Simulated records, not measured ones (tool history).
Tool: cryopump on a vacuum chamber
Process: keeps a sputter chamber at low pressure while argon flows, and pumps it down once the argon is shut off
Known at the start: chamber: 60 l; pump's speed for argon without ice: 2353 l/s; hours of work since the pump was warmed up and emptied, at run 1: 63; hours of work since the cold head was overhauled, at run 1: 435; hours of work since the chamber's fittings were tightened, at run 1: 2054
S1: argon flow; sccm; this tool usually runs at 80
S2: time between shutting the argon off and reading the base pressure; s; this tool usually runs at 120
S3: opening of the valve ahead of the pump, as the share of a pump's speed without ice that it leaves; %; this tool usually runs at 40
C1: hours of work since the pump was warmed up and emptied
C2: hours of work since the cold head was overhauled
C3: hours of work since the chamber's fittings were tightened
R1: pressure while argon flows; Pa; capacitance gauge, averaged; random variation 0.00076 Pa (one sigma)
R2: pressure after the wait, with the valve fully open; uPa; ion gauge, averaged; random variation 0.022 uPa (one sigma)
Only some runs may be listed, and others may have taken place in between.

Run 1, hour 0.0: usual settings; C1 63; C2 435; C3 2054. Result: R1 0.1478 Pa, R2 1.48 uPa.
Run 2, hour 72.5: usual settings; C1 120; C2 492; C3 2111. Result: R1 0.1483 Pa, R2 1.56 uPa.
Run 3, hour 146.3: usual settings; C1 178; C2 550; C3 2169. Result: R1 0.1510 Pa, R2 1.64 uPa.
Run 4, hour 183.4: usual settings but S2 89 s; C1 207; C2 579; C3 2198. Result: R1 0.1516 Pa, R2 1.74 uPa.
Run 5, hour 235.6: usual settings but S2 89 s; C1 248; C2 620; C3 2239. Result: R1 0.1539 Pa, R2 1.88 uPa.
Run 6, hour 302.0: usual settings but S1 75 sccm; C1 300; C2 672; C3 2291. Result: R1 0.1469 Pa, R2 1.76 uPa.
At hour 325.8: pump warmed up, emptied and cooled again.
Run 7, hour 371.3: usual settings but S1 75 sccm; C1 36; C2 723; C3 2341. Result: R1 0.1363 Pa, R2 1.60 uPa.
Run 8, hour 444.2: usual settings but S1 75 sccm, S3 17 %; C1 93; C2 780; C3 2398. Result: R1 0.3212 Pa, R2 1.64 uPa.
Run 9, hour 501.3: usual settings but S1 75 sccm, S3 17 %; C1 138; C2 825; C3 2443. Result: R1 0.3223 Pa, R2 1.73 uPa.
Run 10, hour 533.2: usual settings but S1 145 sccm; C1 163; C2 850; C3 2468. Result: R1 0.2738 Pa, R2 1.75 uPa.
Run 11, hour 603.6: usual settings but S1 145 sccm; C1 218; C2 905; C3 2524. Result: R1 0.2804 Pa, R2 1.80 uPa.
At hour 669.6: leaking fittings of the chamber tightened, without venting.
Run 12, hour 669.6: usual settings but S2 26 s; C1 268; C2 955; C3 0. Result: R1 0.1557 Pa, R2 2.38 uPa.
At hour 730.2: pump warmed up, emptied and cooled again.
Run 13, hour 730.2: usual settings but S2 26 s; C1 0; C2 999; C3 44. Result: R1 0.1443 Pa, R2 2.32 uPa.
Run 14, hour 790.4: usual settings but S1 110 sccm, S2 80 s, S3 52 %; C1 47; C2 1046; C3 91. Result: R1 0.1558 Pa, R2 0.90 uPa.
Run 15, hour 853.7: usual settings but S1 52 sccm, S2 77 s, S3 22 %; C1 97; C2 1096; C3 141. Result: R1 0.1744 Pa, R2 0.95 uPa.

The next listed run, before its measurement:
Run 16, hour 890.3: usual settings but S1 87 sccm, S3 53 %; C1 126; C2 1125; C3 169. Result: R1 ?, R2 ?.

Run 16 measured R1 0.1246 Pa, R2 0.71 uPa.
If the tool had no hidden condition, the same run with the same run-to-run variation would have returned R1 0.1181 Pa, R2 0.62 uPa.
